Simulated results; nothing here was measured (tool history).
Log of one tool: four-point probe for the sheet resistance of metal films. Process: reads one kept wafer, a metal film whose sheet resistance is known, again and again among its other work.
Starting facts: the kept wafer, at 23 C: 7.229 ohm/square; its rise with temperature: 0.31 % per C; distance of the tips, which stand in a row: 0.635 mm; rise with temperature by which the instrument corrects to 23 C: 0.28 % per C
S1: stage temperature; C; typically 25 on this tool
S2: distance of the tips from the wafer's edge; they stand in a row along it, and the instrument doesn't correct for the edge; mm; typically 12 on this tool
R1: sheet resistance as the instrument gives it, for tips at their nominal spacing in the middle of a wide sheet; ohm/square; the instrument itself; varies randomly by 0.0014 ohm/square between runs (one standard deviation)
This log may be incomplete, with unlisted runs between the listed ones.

run 1 hour=0.0 | S1=25 S2=12 | R1=7.209856
run 2 hour=18.7 | S1=25 S2=12 | R1=7.211736
run 3 hour=46.8 | S1=25 S2=12 | R1=7.210214
run 4 hour=64.6 | S1=25 S2=12 | R1=7.209173
run 5 hour=93.9 | S1=25 S2=12 | R1=7.207460
run 6 hour=119.0 | S1=25 S2=12 | R1=7.206663
run 7 hour=137.5 | S1=25 S2=12 | R1=7.206715
run 8 hour=166.3 | S1=25 S2=12 | R1=7.203325
run 9 hour=188.0 | S1=25 S2=12 | R1=7.202521
run 10 hour=216.6 | S1=30 S2=12 | R1=7.213895
run 11 hour=243.3 | S1=30 S2=12 | R1=7.212788
run 12 hour=272.6 | S1=30 S2=12 | R1=7.213809
run 13 hour=290.1 | S1=30 S2=12 | R1=7.215124
run 14 hour=309.2 | S1=25 S2=12 | R1=7.198926
run 15 hour=333.5 | S1=25 S2=12 | R1=7.197999
run 16 hour=349.3 | S1=25 S2=12 | R1=7.198490
run 17 hour=361.8 | S1=25 S2=12 | R1=7.201189
run 18 hour=387.2 | S1=25 S2=12 | R1=7.198125
run 19 hour=413.7 | S1=25 S2=12 | R1=7.198109
run 20 hour=431.4 | S1=25 S2=12 | R1=7.194366
run 21 hour=454.8 | S1=25 S2=12 | R1=7.198349
run 22 hour=467.0 | S1=25 S2=12 | R1=7.198639
run 23 hour=485.3 | S1=25 S2=23 | R1=7.188567
run 24 hour=511.0 | S1=25 S2=23 | R1=7.188559
run 25 hour=530.6 | S1=31 S2=10 | R1=7.212682
run 26 hour=551.5 | S1=25 S2=7 | R1=7.214884
run 27 hour=567.2 | S1=19 S2=32 | R1=7.168250
run 28 hour=581.0 | S1=33 S2=48 | R1=7.200376
run 29 hour=597.3 | S1=25 S2=3 | R1=7.350055
run 30 hour=616.7 | S1=25 S2=3 | R1=7.350565
run 31 hour=629.2 | S1=25 S2=3 | R1=7.348853
run 32 hour=642.4 | S1=29 S2=20 | R1=7.192855
run 33 hour=671.8 | S1=29 S2=20 | R1=7.190241
run 34 hour=691.5 | S1=29 S2=20 | R1=7.190201
run 35 hour=708.5 | S1=29 S2=20 | R1=7.192736
run 36 hour=729.5 | S1=29 S2=20 | R1=7.191789
run 37 hour=758.0 | S1=34 S2=44 | R1=7.197259
run 38 hour=773.2 | S1=34 S2=44 | R1=7.197515
run 39 hour=792.4 | S1=19 S2=56 | R1=7.162003
run 40 hour=821.4 | S1=19 S2=56 | R1=7.160017
run 41 hour=843.4 | S1=22 S2=33 | R1=7.168487
run 42 hour=869.7 | S1=22 S2=33 | R1=7.165360
run 43 hour=886.3 | S1=21 S2=3 | R1=7.335465
run 44 hour=901.9 | S1=19 S2=53 | R1=7.161002
run 45 hour=922.6 | S1=25 S2=12 | R1=7.182875

Selected run-to-run steps in R1, each split into two signed amounts: the part the tool would show with no hidden state at all (from settings, incoming material and random variation), and the remainder, which goes to the hidden state together with any gauge scatter not common to the measured and the hidden-state-free results:
Hidden state present: inner tips' distance over the nominal, %; tips' flats over new ones', %; wafer's true temperature over the reading, C; drift of the gauge itself on sheet_ohm, %.
Run 11 -> 12: nothing adjusted, nothing logged. R1 +0.001021 ohm/square: hidden state -0.000936, all else +0.001957.
Run 28 -> 29: S1 33 -> 25, S2 48 -> 3. R1 +0.149679 ohm/square: hidden state -0.001597, all else +0.151276.
Run 31 -> 32: S1 25 -> 29, S2 3 -> 20. R1 -0.155998 ohm/square: hidden state +0.000697, all else -0.156695.
Run 42 -> 43: S1 22 -> 21, S2 33 -> 3. R1 +0.170105 ohm/square: hidden state -0.001827, all else +0.171932.
Run 43 -> 44: S1 21 -> 19, S2 3 -> 53. R1 -0.174463 ohm/square: hidden state +0.000899, all else -0.175362.
